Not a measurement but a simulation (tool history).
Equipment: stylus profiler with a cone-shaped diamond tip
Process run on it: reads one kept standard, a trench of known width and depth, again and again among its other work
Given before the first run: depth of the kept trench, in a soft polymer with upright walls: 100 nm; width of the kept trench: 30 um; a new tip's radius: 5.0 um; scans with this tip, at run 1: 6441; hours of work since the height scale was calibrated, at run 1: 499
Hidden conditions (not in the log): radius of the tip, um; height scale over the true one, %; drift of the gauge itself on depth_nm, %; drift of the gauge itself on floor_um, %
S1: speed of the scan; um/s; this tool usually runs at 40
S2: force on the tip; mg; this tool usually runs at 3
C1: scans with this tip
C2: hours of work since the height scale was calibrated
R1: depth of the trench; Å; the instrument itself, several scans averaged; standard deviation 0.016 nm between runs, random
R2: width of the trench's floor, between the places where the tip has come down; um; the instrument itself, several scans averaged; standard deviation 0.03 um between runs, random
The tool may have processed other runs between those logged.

Run 1, hour 0: usual settings; C1 6441; C2 499. Result: R1 1016 Å, R2 27.58 um.
Run 2, hour 76.2: usual settings; C1 6840; C2 530. Result: R1 1016.3 Å, R2 27.58 um.
Run 3, hour 138.6: usual settings; C1 7166; C2 555. Result: R1 1016.4 Å, R2 27.57 um.
Run 4, hour 193.1: usual settings but S1 115 um/s; C1 7452; C2 577. Result: R1 1016.3 Å, R2 27.2 um.
Run 5, hour 269.5: usual settings but S2 2.02 mg; C1 7853; C2 608. Result: R1 1012.6 Å, R2 27.5 um.
Run 6, hour 327.8: usual settings but S2 3.3 mg; C1 8158; C2 632. Result: R1 1017.1 Å, R2 27.59 um.
Run 7, hour 404.2: usual settings but S2 3.3 mg; C1 8558; C2 663. Result: R1 1017.5 Å, R2 27.6 um.
Run 8, hour 461.6: usual settings but S2 3.3 mg; C1 8859; C2 686. Result: R1 1017.4 Å, R2 27.6 um.
Run 9, hour 512.6: usual settings but S2 3.3 mg; C1 9126; C2 707. Result: R1 1017.3 Å, R2 27.56 um.
Run 10, hour 562.3: usual settings; C1 9387; C2 727. Result: R1 1016.3 Å, R2 27.54 um.
Run 11, hour 617.9: usual settings but S2 1 mg; C1 9678; C2 750. Result: R1 1008.6 Å, R2 27.37 um.
Run 12, hour 693.7: usual settings; C1 10074; C2 780. Result: R1 1016.5 Å, R2 27.49 um.
Run 13, hour 728.5: usual settings but S1 22 um/s; C1 10257; C2 795. Result: R1 1016.5 Å, R2 27.59 um.
Run 14, hour 769.1: usual settings but S1 22 um/s; C1 10470; C2 811. Result: R1 1016.8 Å, R2 27.58 um.
Run 15, hour 812.3: usual settings but S2 1.81 mg; C1 10696; C2 829. Result: R1 1012.5 Å, R2 27.46 um.
Run 16, hour 897.9: usual settings but S2 1.81 mg; C1 11144; C2 863. Result: R1 1012.3 Å, R2 27.44 um.
Run 17, hour 946: usual settings but S2 1.81 mg; C1 11396; C2 883. Result: R1 1012.3 Å, R2 27.42 um.
Run 18, hour 1023.4: usual settings but S2 1.81 mg; C1 11802; C2 914. Result: R1 1012.3 Å, R2 27.4 um.
Run 19, hour 1097: usual settings but S2 1.81 mg; C1 12187; C2 944. Result: R1 1012.5 Å, R2 27.35 um.
Run 20, hour 1146.2: usual settings but S1 76 um/s, S2 2.23 mg; C1 12445; C2 964. Result: R1 1014.3 Å, R2 27.22 um.
Run 21, hour 1206.2: usual settings but S1 54 um/s, S2 1.87 mg; C1 12760; C2 988. Result: R1 1012.7 Å, R2 27.29 um.
Run 22, hour 1256.4: usual settings but S1 39 um/s, S2 2.91 mg; C1 13023; C2 1009. Result: R1 1016.5 Å, R2 27.44 um.
Run 23, hour 1319.9: usual settings but S1 39 um/s, S2 2.91 mg; C1 13355; C2 1035. Result: R1 1017 Å, R2 27.44 um.
At hour 1326.3: height scale calibrated on a step standard.
Run 24, hour 1362.3: usual settings but S2 1.37 mg; C1 13575; C2 15. Result: R1 1011.2 Å, R2 27.32 um.
Run 25, hour 1417: usual settings but S1 151 um/s, S2 5.4 mg; C1 13861; C2 37. Result: R1 1025 Å, R2 27.01 um.
Run 26, hour 1472: usual settings but S1 70 um/s, S2 4.87 mg; C1 14149; C2 59. Result: R1 1023.4 Å, R2 27.36 um.
Run 27, hour 1507: usual settings but S1 10 um/s, S2 1.64 mg; C1 14333; C2 73. Result: R1 1013 Å, R2 27.51 um.
Run 28, hour 1553.4: usual settings but S1 26 um/s, S2 1.99 mg; C1 14576; C2 92. Result: R1 1013.7 Å, R2 27.43 um.
Run 29, hour 1599: usual settings but S1 24 um/s, S2 4.46 mg; C1 14815; C2 111. Result: R1 1022.2 Å, R2 27.48 um.
At hour 1612.4: height scale calibrated on a step standard, once more.
Run 30, hour 1666.3: usual settings but S1 24 um/s, S2 4.46 mg; C1 15165; C2 22. Result: R1 1019.8 Å, R2 27.41 um.
Run 31, hour 1747.4: usual settings but S1 39 um/s; C1 15589; C2 55. Result: R1 1015.2 Å, R2 27.32 um.
Run 32, hour 1782: usual settings but S1 39 um/s; C1 15771; C2 69. Result: R1 1015.3 Å, R2 27.32 um.
Run 33, hour 1824.8: usual settings but S1 39 um/s, S2 2.76 mg; C1 15995; C2 86. Result: R1 1014.7 Å, R2 27.38 um.
Run 34, hour 1893.3: usual settings but S1 61 um/s; C1 16354; C2 114. Result: R1 1015.6 Å, R2 27.24 um.
Run 35, hour 1973.6: usual settings but S2 6.68 mg; C1 16775; C2 147. Result: R1 1026.3 Å, R2 27.43 um.
Run 36, hour 2036.3: usual settings but S1 11 um/s, S2 1.07 mg; C1 17103; C2 172. Result: R1 1008 Å, R2 27.38 um.
Run 37, hour 2105.3: usual settings but S1 50 um/s, S2 2 mg; C1 17464; C2 200. Result: R1 1012.5 Å, R2 27.2 um.

How would selected steps in R1 from run to run divide? Give the signed amount a tool lacking its hidden state would still show from settings, what came in and random variation, and the signed amount left for the hidden state, including any gauge scatter that is not in both of the compared results.
Run 1 -> 2: no setting changed, nothing entered. R1 +0.3 Å: hidden state +0.1, all else +0.2.
Run 23 -> 24: S1 39 -> 40, S2 2.91 -> 1.37, height scale calibrated on a step standard. R1 -5.8 Å: hidden state +0.4, all else -6.2.
Run 24 -> 25: S1 40 -> 151, S2 1.37 -> 5.4. R1 +13.8 Å: hidden state +0.1, all else +13.7.
Run 29 -> 30: height scale calibrated on a step standard, once more. R1 -2.4 Å: hidden state -2.5, all else +0.1.
Run 34 -> 35: S1 61 -> 40, S2 3 -> 6.68. R1 +10.7 Å: hidden state +0.1, all else +10.6.
Run 35 -> 36: S1 40 -> 11, S2 6.68 -> 1.07. R1 -18.3 Å: hidden state +0, all else -18.3.
